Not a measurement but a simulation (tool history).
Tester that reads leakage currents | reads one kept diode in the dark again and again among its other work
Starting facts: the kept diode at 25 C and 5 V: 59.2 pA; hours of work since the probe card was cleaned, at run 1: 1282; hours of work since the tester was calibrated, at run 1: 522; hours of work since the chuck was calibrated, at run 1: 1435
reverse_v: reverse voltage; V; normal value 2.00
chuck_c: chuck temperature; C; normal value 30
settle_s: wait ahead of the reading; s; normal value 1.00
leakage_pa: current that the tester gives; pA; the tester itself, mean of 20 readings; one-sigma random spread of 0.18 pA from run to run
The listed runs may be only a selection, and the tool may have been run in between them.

run,hour,reverse_v,chuck_c,settle_s,hours of work since the probe card was cleaned,hours of work since the tester was calibrated,hours of work since the chuck was calibrated,leakage_pa
1,0.0,2.00,30,1.00,1282,522,1435,62.55
2,37.4,17.22,30,1.00,1309,549,1463,221.34
3,63.6,2.00,30,1.15,1329,568,1482,62.71
4,83.6,2.00,30,0.60,1343,583,1497,62.83
5,110.3,2.00,30,0.60,1363,603,1517,62.92
6,135.7,2.00,30,0.60,1382,622,1535,63.51
7,155.6,2.42,54,0.67,1397,636,1550,479.32
8,183.3,2.42,54,0.67,1417,657,1570,478.97
9,217.8,6.84,31,0.38,1442,682,1596,140.38
10,255.9,7.41,34,1.00,1470,710,1624,186.44
11,287.4,1.01,29,1.00,1494,733,1647,39.42
12,306.5,2.00,38,1.00,1508,747,1661,123.09

Predict each of these 5 candidate next runs independently; none follows another, all start after run 12:
A,326.0,2.14,38,4.09,1522,762,1676,?
B,326.0,2.00,20,6.61,1522,762,1676,?
C,326.0,2.00,51,2.16,1522,762,1676,?
D,326.0,2.00,30,1.82,1522,762,1676,?
E,326.0,2.00,46,0.54,1522,762,1676,?

run,leakage_pa
A,127.47
B,27.44
C,343.97
D,63.23
E,233.92
What these runs would have given with no unlogged condition in the tool:
run,leakage_pa
A,117.91
B,22.53
C,326.15
D,56.69
E,220.35
